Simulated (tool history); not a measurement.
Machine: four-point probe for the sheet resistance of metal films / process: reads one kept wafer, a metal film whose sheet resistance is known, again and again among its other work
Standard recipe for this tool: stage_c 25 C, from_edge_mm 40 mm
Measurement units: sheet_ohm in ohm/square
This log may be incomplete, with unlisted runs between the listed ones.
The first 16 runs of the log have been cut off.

Run 17, hour 745.9: usual settings but stage_c 18 C. Result: sheet_ohm 0.180125 ohm/square.
Run 18, hour 774.4: usual settings but stage_c 18 C. Result: sheet_ohm 0.180153 ohm/square.
Run 19, hour 820.2: usual settings but stage_c 18 C. Result: sheet_ohm 0.180184 ohm/square.
Run 20, hour 857.4: usual settings but stage_c 20 C. Result: sheet_ohm 0.180387 ohm/square.
At hour 860.6: stage's thermometer calibrated.
Run 21, hour 904.9: usual settings but stage_c 21 C, from_edge_mm 3 mm. Result: sheet_ohm 0.190459 ohm/square.
Run 22, hour 961.1: usual settings but stage_c 20 C, from_edge_mm 8 mm. Result: sheet_ohm 0.181825 ohm/square.
Run 23, hour 1020.2: usual settings but stage_c 28 C, from_edge_mm 9 mm. Result: sheet_ohm 0.182176 ohm/square.
Run 24, hour 1052.8: usual settings but stage_c 30 C, from_edge_mm 8 mm. Result: sheet_ohm 0.182604 ohm/square.
At hour 1082: stage's thermometer calibrated, once more.
Run 25, hour 1089.8: usual settings but stage_c 29 C, from_edge_mm 66 mm. Result: sheet_ohm 0.181246 ohm/square.
Run 26, hour 1140.5: usual settings but stage_c 30 C, from_edge_mm 48 mm. Result: sheet_ohm 0.181405 ohm/square.
Run 27, hour 1200.8: usual settings but stage_c 30 C, from_edge_mm 22 mm. Result: sheet_ohm 0.181525 ohm/square.
Run 28, hour 1250.4: usual settings but stage_c 30 C, from_edge_mm 22 mm. Result: sheet_ohm 0.181523 ohm/square.
Run 29, hour 1308.5: usual settings but stage_c 30 C, from_edge_mm 10 mm. Result: sheet_ohm 0.182383 ohm/square.
Run 30, hour 1361.7: usual settings but stage_c 30 C, from_edge_mm 10 mm. Result: sheet_ohm 0.182339 ohm/square.
Run 31, hour 1412.5: usual settings but stage_c 20 C, from_edge_mm 49 mm. Result: sheet_ohm 0.180585 ohm/square.
Run 32, hour 1442.4: usual settings but stage_c 20 C, from_edge_mm 49 mm. Result: sheet_ohm 0.180638 ohm/square.
Run 33, hour 1494.1: usual settings but stage_c 20 C, from_edge_mm 49 mm. Result: sheet_ohm 0.180596 ohm/square.
Run 34, hour 1547.7: usual settings but stage_c 23 C, from_edge_mm 15 mm. Result: sheet_ohm 0.181309 ohm/square.
Run 35, hour 1579.7: usual settings but stage_c 23 C, from_edge_mm 15 mm. Result: sheet_ohm 0.181245 ohm/square.
Run 36, hour 1628.9: usual settings but stage_c 23 C, from_edge_mm 15 mm. Result: sheet_ohm 0.18124 ohm/square.
Run 37, hour 1669.7: usual settings but stage_c 18 C, from_edge_mm 16 mm. Result: sheet_ohm 0.180832 ohm/square.
Run 38, hour 1729.3: usual settings but stage_c 18 C, from_edge_mm 16 mm. Result: sheet_ohm 0.180828 ohm/square.
Run 39, hour 1792.4: usual settings but stage_c 18 C, from_edge_mm 16 mm. Result: sheet_ohm 0.180835 ohm/square.
Run 40, hour 1832.6: usual settings but stage_c 23 C, from_edge_mm 68 mm. Result: sheet_ohm 0.18094 ohm/square.

Forecast each of these 5 alternatives for the next run:
Run A, hour 1875.8: usual settings but stage_c 23 C, from_edge_mm 22 mm. Result: sheet_ohm ?.
Run B, hour 1875.8: usual settings but stage_c 33 C, from_edge_mm 15 mm. Result: sheet_ohm ?.
Run C, hour 1875.8: usual settings but stage_c 28 C, from_edge_mm 7 mm. Result: sheet_ohm ?.
Run D, hour 1875.8: usual settings but stage_c 29 C, from_edge_mm 8 mm. Result: sheet_ohm ?.
Run E, hour 1875.8: usual settings but stage_c 31 C, from_edge_mm 5 mm. Result: sheet_ohm ?.

run  sheet_ohm
  A   0.181152
  B    0.18219
  C   0.183272
  D   0.182983
  E   0.185403
What these runs would have given with no unlogged condition in the tool:
run  sheet_ohm
  A   0.181115
  B   0.182153
  C   0.183235
  D   0.182946
  E   0.185366

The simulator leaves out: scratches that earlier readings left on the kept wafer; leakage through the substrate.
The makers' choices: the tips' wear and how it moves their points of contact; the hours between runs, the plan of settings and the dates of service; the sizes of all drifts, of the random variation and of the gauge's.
